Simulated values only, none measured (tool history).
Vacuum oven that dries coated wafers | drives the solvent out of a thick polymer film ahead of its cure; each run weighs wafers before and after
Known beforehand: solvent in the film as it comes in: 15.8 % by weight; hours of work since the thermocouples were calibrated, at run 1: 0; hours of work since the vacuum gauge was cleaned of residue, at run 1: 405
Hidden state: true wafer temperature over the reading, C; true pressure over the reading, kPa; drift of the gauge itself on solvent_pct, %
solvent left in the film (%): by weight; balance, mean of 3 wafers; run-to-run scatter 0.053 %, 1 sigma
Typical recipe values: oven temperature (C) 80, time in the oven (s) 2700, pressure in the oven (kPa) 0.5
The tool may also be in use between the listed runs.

run   hour  oven temperature (C)  time in the oven (s)  pressure in the oven (kPa)  hours of work since the thermocouples were calibrated  hours of work since the vacuum gauge was cleaned of residue  solvent left in the film (%)
  1      0                    80                  2700                         0.5                                                      0                                                          405                          2.95
  2   11.6                    80                  2700                         0.5                                                      8                                                          413                          2.96
  3   23.1                    80                  2700                         0.5                                                     15                                                          420                          2.88
  4   35.3                    80                  2700                         0.5                                                     23                                                          428                          2.95
  5   45.5                    71                  2700                         0.5                                                     30                                                          435                          5.76
  6   61.7                    71                  2700                         0.5                                                     40                                                          445                          5.78
  7   71.5                    71                  2700                         0.5                                                     47                                                          452                           5.6
  8   85.8                    80                  3420                         0.5                                                     56                                                          461                          2.01
  9   98.7                    80                  3420                         0.5                                                     64                                                          469                          2.02
 10  109.6                    80                  3420                         0.5                                                     71                                                          476                          2.06
 11  124.7                    80                  3420                         0.5                                                     81                                                          486                          2.05
 12  136.8                    80                  2700                         0.5                                                     89                                                          494                          2.85
 13    149                    80                  2700                         0.5                                                     97                                                          502                          2.96
 14  156.8                    80                  2700                         0.5                                                    102                                                          507                          3.09
 15  167.3                    80                  2700                         0.5                                                    109                                                          514                          2.98
 16  178.4                    80                  2700                         0.5                                                    116                                                          521                          2.94
 17  193.8                    80                  2700                         0.5                                                    126                                                          531                          2.93
 18  205.7                    80                  2700                         0.5                                                    134                                                          539                           2.9
 19  217.8                    80                  4680                         0.5                                                    142                                                          547                          1.27
 20  227.9                    72                  2700                         0.5                                                    148                                                          553                          5.41
 21    237                    72                  2700                         0.5                                                    154                                                          559                          5.29
 22  248.4                    72                  2700                         0.5                                                    162                                                          567                          5.39
 23    264                    69                  2700                         0.5                                                    172                                                          577                          6.41
 24    277                    69                  2700                         0.5                                                    180                                                          585                          6.25
 25  292.1                    85                  3540                       0.265                                                    190                                                          595                             1
 26    299                    85                  3540                       0.265                                                    195                                                          600                          0.95
 27    308                    86                  1800                       0.327                                                    201                                                          606                          2.96
     311.3  -- oven's thermocouples calibrated
 28  323.8                    73                  1920                       1.496                                                      8                                                          615                          7.04
 29  336.4                    73                  1920                       1.496                                                     16                                                          623                             7
 30  351.5                    91                  2700                       1.499                                                     26                                                          633                          1.14
     358.2  -- oven's thermocouples calibrated, once more
 31  369.7                    76                  2640                       0.258                                                      8                                                          643                          4.24
 32  376.5                    80                  2580                         0.5                                                     12                                                          648                          3.15
 33  384.8                    67                  2040                       0.686                                                     17                                                          653                          7.96
 34  394.7                    67                  2040                        0.86                                                     24                                                          660                          8.28
 35  408.1                    67                  2040                        0.86                                                     33                                                          668                          8.27
 36  423.7                    92                  3660                       0.297                                                     43                                                          678                          0.32
 37  437.4                    92                  3660                       0.297                                                     52                                                          687                           0.4
 38  449.1                    72                  2700                         0.5                                                     59                                                          695                           5.4
 39  462.9                    67                  2040                         0.5                                                     68                                                          704                          8.23
 40  476.4                    67                  2040                         0.5                                                     77                                                          713                             8
 41  484.5                    67                  2280                        1.91                                                     82                                                          718                          8.24
 42  500.6                    67                  2280                        1.91                                                     93                                                          729                          8.33
 43  511.1                    67                  2280                        1.91                                                    100                                                          735                           8.4
 44  523.7                    66                  3060                         0.5                                                    108                                                          744                           6.8
 45  536.8                    68                  2820                       0.554                                                    116                                                          752                          6.52
 46  544.9                    68                  2820                       0.554                                                    122                                                          757                          6.54

Each run again, without the hidden state but with its own random variation kept:
run  solvent left in the film (%)
  1                          2.93
  2                          2.93
  3                          2.85
  4                          2.91
  5                          5.71
  6                          5.73
  7                          5.55
  8                          1.94
  9                          1.95
 10                          1.98
 11                          1.97
 12                          2.78
 13                          2.88
 14                          3.02
 15                           2.9
 16                          2.85
 17                          2.84
 18                          2.81
 19                          1.15
 20                          5.29
 21                          5.17
 22                          5.27
 23                          6.28
 24                          6.12
 25                          0.89
 26                          0.84
 27                          2.86
 28                          6.91
 29                          6.87
 30                          1.04
 31                          4.13
 32                          3.04
 33                          7.85
 34                          8.16
 35                          8.14
 36                          0.22
 37                           0.3
 38                          5.26
 39                          8.08
 40                          7.85
 41                          8.08
 42                          8.17
 43                          8.23
 44                           6.6
 45                          6.32
 46                          6.34

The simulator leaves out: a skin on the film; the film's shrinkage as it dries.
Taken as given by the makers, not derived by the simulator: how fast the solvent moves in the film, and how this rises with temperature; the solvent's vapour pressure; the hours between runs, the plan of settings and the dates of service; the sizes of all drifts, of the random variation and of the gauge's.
